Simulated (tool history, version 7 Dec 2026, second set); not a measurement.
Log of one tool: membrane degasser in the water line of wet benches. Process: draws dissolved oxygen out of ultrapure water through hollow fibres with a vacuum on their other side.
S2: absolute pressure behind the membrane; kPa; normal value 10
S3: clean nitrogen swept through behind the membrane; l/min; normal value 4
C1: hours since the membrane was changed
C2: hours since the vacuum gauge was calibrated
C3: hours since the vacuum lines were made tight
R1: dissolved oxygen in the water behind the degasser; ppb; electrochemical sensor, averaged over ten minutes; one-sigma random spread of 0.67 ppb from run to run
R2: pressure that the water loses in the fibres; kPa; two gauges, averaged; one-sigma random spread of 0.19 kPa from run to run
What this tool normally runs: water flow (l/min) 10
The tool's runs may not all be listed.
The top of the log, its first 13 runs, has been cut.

Run 14, hour 1157.2: usual settings but water flow (l/min) 9; C1 3584; C2 1943; C3 240. Result: R1 53.6 ppb, R2 35.62 kPa.
Run 15, hour 1239: usual settings but water flow (l/min) 9; C1 3666; C2 2025; C3 322. Result: R1 53.6 ppb, R2 35.18 kPa.
Run 16, hour 1323.3: usual settings but water flow (l/min) 9; C1 3750; C2 2109; C3 406. Result: R1 54 ppb, R2 35.6 kPa.
Run 17, hour 1374.1: usual settings but water flow (l/min) 8, S3 1.72 l/min; C1 3801; C2 2160; C3 457. Result: R1 88.8 ppb, R2 31.76 kPa.
Run 18, hour 1460: usual settings but water flow (l/min) 8, S3 1.72 l/min; C1 3887; C2 2246; C3 543. Result: R1 87.8 ppb, R2 31.21 kPa.
Run 19, hour 1559.1: usual settings but water flow (l/min) 8, S2 21.7 kPa, S3 2.87 l/min; C1 3986; C2 2345; C3 642. Result: R1 138.9 ppb, R2 31.81 kPa.
Run 20, hour 1627.1: usual settings but water flow (l/min) 8, S2 21.7 kPa, S3 2.87 l/min; C1 4054; C2 2413; C3 710. Result: R1 137.4 ppb, R2 31.46 kPa.
Run 21, hour 1693.4: usual settings but water flow (l/min) 8, S2 21.7 kPa, S3 2.87 l/min; C1 4120; C2 2479; C3 776. Result: R1 138.7 ppb, R2 31.6 kPa.
Run 22, hour 1779.2: usual settings but water flow (l/min) 7, S2 7.7 kPa, S3 9.81 l/min; C1 4206; C2 2565; C3 862. Result: R1 14.2 ppb, R2 27.29 kPa.
Run 23, hour 1830.7: usual settings but water flow (l/min) 7, S2 7.7 kPa, S3 9.81 l/min; C1 4257; C2 2617; C3 914. Result: R1 14.1 ppb, R2 27.82 kPa.
Run 24, hour 1913.9: usual settings but water flow (l/min) 9; C1 4341; C2 2700; C3 997. Result: R1 54 ppb, R2 35.55 kPa.
Run 25, hour 1966.8: usual settings but water flow (l/min) 9; C1 4394; C2 2753; C3 1050. Result: R1 55.2 ppb, R2 35.73 kPa.
Run 26, hour 2043.8: usual settings but water flow (l/min) 9; C1 4471; C2 2830; C3 1127. Result: R1 54.7 ppb, R2 35.33 kPa.
Run 27, hour 2161.4: usual settings but water flow (l/min) 15, S3 2.19 l/min; C1 4588; C2 2948; C3 1245. Result: R1 189.1 ppb, R2 59.22 kPa.
Run 28, hour 2236: usual settings but water flow (l/min) 7, S3 3.72 l/min; C1 4663; C2 3022; C3 1319. Result: R1 39.7 ppb, R2 27.47 kPa.
Run 29, hour 2340.1: usual settings but water flow (l/min) 7, S3 3.72 l/min; C1 4767; C2 3126; C3 1423. Result: R1 40.2 ppb, R2 27.5 kPa.
Run 30, hour 2446.3: usual settings but water flow (l/min) 14, S2 7.7 kPa, S3 9.68 l/min; C1 4873; C2 3232; C3 1529. Result: R1 80.8 ppb, R2 55.61 kPa.

Consider 4 possible next runs. They are alternatives, not a sequence: every one starts from the tool as it was left by run 30. What does each give?
Run A, hour 2552.9: usual settings but water flow (l/min) 9, S2 11.3 kPa, S3 5.52 l/min; C1 4980; C2 3339; C3 1636. Result: R1 ?, R2 ?.
Run B, hour 2552.9: usual settings but water flow (l/min) 12, S2 11.2 kPa, S3 5.96 l/min; C1 4980; C2 3339; C3 1636. Result: R1 ?, R2 ?.
Run C, hour 2552.9: usual settings but S2 7.8 kPa, S3 2.35 l/min; C1 4980; C2 3339; C3 1636. Result: R1 ?, R2 ?.
Run D, hour 2552.9: usual settings but S2 8.9 kPa; C1 4980; C2 3339; C3 1636. Result: R1 ?, R2 ?.

run    R1     R2
  A    51  35.73
  B  81.8  47.36
  C  73.6  39.89
  D  59.3  39.66
With no hidden state in the tool, these same runs would have given:
run    R1     R2
  A  45.7  34.42
  B  72.5  45.63
  C  65.9  38.44
  D  52.7  38.21
